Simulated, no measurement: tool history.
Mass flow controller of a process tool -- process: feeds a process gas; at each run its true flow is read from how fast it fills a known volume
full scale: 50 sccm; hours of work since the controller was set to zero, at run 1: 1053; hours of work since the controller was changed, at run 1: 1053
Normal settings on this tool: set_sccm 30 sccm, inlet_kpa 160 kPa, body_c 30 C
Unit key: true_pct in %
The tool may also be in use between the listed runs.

run    hour  set_sccm  inlet_kpa  body_c  hours of work since the controller was set to zero  hours of work since the controller was changed  true_pct
  1     0.0        30        160      30                                                1053                                            1053     99.12
  2   325.1        30        160      30                                                1271                                            1271     98.94
  3   503.3        30        160      24                                                1390                                            1390     98.07
  4   722.6        30        160      20                                                1537                                            1537     97.62
  5   942.3        30        160      20                                                1684                                            1684     97.39
  6  1152.9        30        160      30                                                1825                                            1825     98.54
  7  1441.5        15        160      30                                                2019                                            2019     97.79
  8  1573.2        15        160      30                                                2107                                            2107     97.71
  9  1838.9        15        160      30                                                2285                                            2285     97.51
 10  2070.5        15        160      30                                                2440                                            2440     97.37
 11  2325.5        15        160      30                                                2611                                            2611     97.25
 12  2621.5        15        160      30                                                2810                                            2810     97.10
 13  2867.1         8        189      33                                                2974                                            2974     96.70
     2884.4  -- controller's zero set anew
 14  3020.3        11        160      30                                                  91                                            3077     96.24
 15  3198.9        18        160      30                                                 211                                            3196     96.78
 16  3478.4        13        212      29                                                 398                                            3384     96.22
 17  3688.0        13        266      35                                                 539                                            3524     97.22
 18  3980.9        13        266      35                                                 735                                            3721     96.96
 19  4222.1        21        160      23                                                 897                                            3882     95.68

3 options for the next run, each taken on its own from the tool as it stands now. Forecast them:
  A  4369.3         8        240      21                                                 995                                            3981         ?
  B  4369.3        27        203      21                                                 995                                            3981         ?
  C  4369.3        21        167      23                                                 995                                            3981         ?

run  true_pct
  A     94.23
  B     95.77
  C     95.52
With no hidden state in the tool, these same runs would have given:
run  true_pct
  A     98.60
  B     98.95
  C     98.85

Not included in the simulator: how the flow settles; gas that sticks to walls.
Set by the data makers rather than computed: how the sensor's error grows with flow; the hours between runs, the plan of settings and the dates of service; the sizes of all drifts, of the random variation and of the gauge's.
